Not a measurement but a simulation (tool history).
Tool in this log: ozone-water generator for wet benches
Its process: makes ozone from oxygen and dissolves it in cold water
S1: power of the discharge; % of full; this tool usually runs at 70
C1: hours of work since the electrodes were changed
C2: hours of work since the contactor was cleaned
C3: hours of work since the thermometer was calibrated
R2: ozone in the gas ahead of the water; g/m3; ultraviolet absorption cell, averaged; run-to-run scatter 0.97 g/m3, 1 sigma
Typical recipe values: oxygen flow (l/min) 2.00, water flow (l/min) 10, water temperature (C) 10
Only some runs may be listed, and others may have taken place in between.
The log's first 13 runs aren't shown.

Run 14, day 12.283: usual settings but S1 45 % of full; C1 686; C2 4081; C3 390. Result: dissolved ozone (ppm) 13.3, R2 119.0 g/m3.
Run 15, day 12.917: usual settings; C1 701; C2 4095; C3 404. Result: dissolved ozone (ppm) 18.8, R2 165.6 g/m3.
Run 16, day 14.158: usual settings; C1 729; C2 4123; C3 432. Result: dissolved ozone (ppm) 18.7, R2 165.2 g/m3.
Run 17, day 15.308: usual settings; C1 754; C2 4149; C3 458. Result: dissolved ozone (ppm) 18.7, R2 165.8 g/m3.
Run 18, day 15.825: usual settings but oxygen flow (l/min) 2.02; C1 766; C2 4160; C3 470. Result: dissolved ozone (ppm) 18.8, R2 165.7 g/m3.
Run 19, day 16.617: usual settings but oxygen flow (l/min) 2.02; C1 784; C2 4178; C3 487. Result: dissolved ozone (ppm) 18.5, R2 166.5 g/m3.
Run 20, day 17.675: usual settings but S1 40 % of full, oxygen flow (l/min) 1.71, water flow (l/min) 9, water temperature (C) 12; C1 808; C2 4202; C3 511. Result: dissolved ozone (ppm) 12.8, R2 116.0 g/m3.
Run 21, day 18.208: usual settings but S1 67 % of full, water flow (l/min) 12; C1 820; C2 4214; C3 523. Result: dissolved ozone (ppm) 15.4, R2 159.8 g/m3.
At day 19.254: contactor cleaned.
Run 22, day 19.254: usual settings but S1 67 % of full, oxygen flow (l/min) 3.09, water flow (l/min) 12, water temperature (C) 7; C1 839; C2 0; C3 543. Result: dissolved ozone (ppm) 17.3, R2 132.2 g/m3.
Run 23, day 20.133: usual settings but oxygen flow (l/min) 3.09, water flow (l/min) 12, water temperature (C) 7; C1 859; C2 20; C3 563. Result: dissolved ozone (ppm) 17.9, R2 135.2 g/m3.
Run 24, day 20.950: usual settings but S1 85 % of full, water flow (l/min) 15; C1 877; C2 38; C3 581. Result: dissolved ozone (ppm) 14.5, R2 193.3 g/m3.
Run 25, day 21.850: usual settings but S1 57 % of full, water flow (l/min) 15; C1 898; C2 58; C3 601. Result: dissolved ozone (ppm) 11.1, R2 143.4 g/m3.
Run 26, day 22.717: usual settings but S1 57 % of full, oxygen flow (l/min) 3.19, water flow (l/min) 6; C1 917; C2 78; C3 621. Result: dissolved ozone (ppm) 24.4, R2 114.9 g/m3.
Run 27, day 23.454: usual settings but S1 57 % of full, oxygen flow (l/min) 3.19, water flow (l/min) 6; C1 934; C2 94; C3 637. Result: dissolved ozone (ppm) 24.9, R2 115.0 g/m3.
Run 28, day 24.729: usual settings but S1 76 % of full, oxygen flow (l/min) 1.49, water temperature (C) 7; C1 962; C2 123; C3 666. Result: dissolved ozone (ppm) 18.9, R2 200.2 g/m3.
Run 29, day 25.721: usual settings but S1 50 % of full, oxygen flow (l/min) 3.35, water flow (l/min) 8; C1 985; C2 145; C3 688. Result: dissolved ozone (ppm) 18.5, R2 101.7 g/m3.
Run 30, day 26.242: usual settings but S1 69 % of full, oxygen flow (l/min) 2.83, water flow (l/min) 12, water temperature (C) 16; C1 996; C2 157; C3 700. Result: dissolved ozone (ppm) 15.4, R2 140.9 g/m3.
Run 31, day 26.858: usual settings but S1 69 % of full, oxygen flow (l/min) 2.83, water flow (l/min) 12, water temperature (C) 16; C1 1010; C2 171; C3 714. Result: dissolved ozone (ppm) 15.4, R2 138.6 g/m3.

What if the next run were any one of these 5? Each begins from the tool's condition after run 31:
Run A, day 27.579: usual settings but S1 92 % of full, oxygen flow (l/min) 1.40, water temperature (C) 9; C1 1026; C2 187; C3 730. Result: dissolved ozone (ppm) ?, R2 ?.
Run B, day 27.579: usual settings but S1 71 % of full, oxygen flow (l/min) 2.83, water temperature (C) 5; C1 1026; C2 187; C3 730. Result: dissolved ozone (ppm) ?, R2 ?.
Run C, day 27.579: usual settings but S1 69 % of full, oxygen flow (l/min) 1.29, water flow (l/min) 12, water temperature (C) 11; C1 1026; C2 187; C3 730. Result: dissolved ozone (ppm) ?, R2 ?.
Run D, day 27.579: usual settings but S1 69 % of full, oxygen flow (l/min) 2.83, water flow (l/min) 6, water temperature (C) 14; C1 1026; C2 187; C3 730. Result: dissolved ozone (ppm) ?, R2 ?.
Run E, day 27.579: usual settings but S1 69 % of full, oxygen flow (l/min) 1.58, water flow (l/min) 8, water temperature (C) 11; C1 1026; C2 187; C3 730. Result: dissolved ozone (ppm) ?, R2 ?.

run  dissolved ozone (ppm)     R2
  A                   21.2  238.7
  B                   21.5  142.3
  C                   13.6  198.0
  D                   26.4  138.9
  E                   21.2  182.2
Take away the tool's hidden state, keep each run's random variation, and the runs would have read:
run  dissolved ozone (ppm)     R2
  A                   21.2  238.8
  B                   21.5  142.3
  C                   13.6  198.1
  D                   26.4  138.9
  E                   21.3  182.2
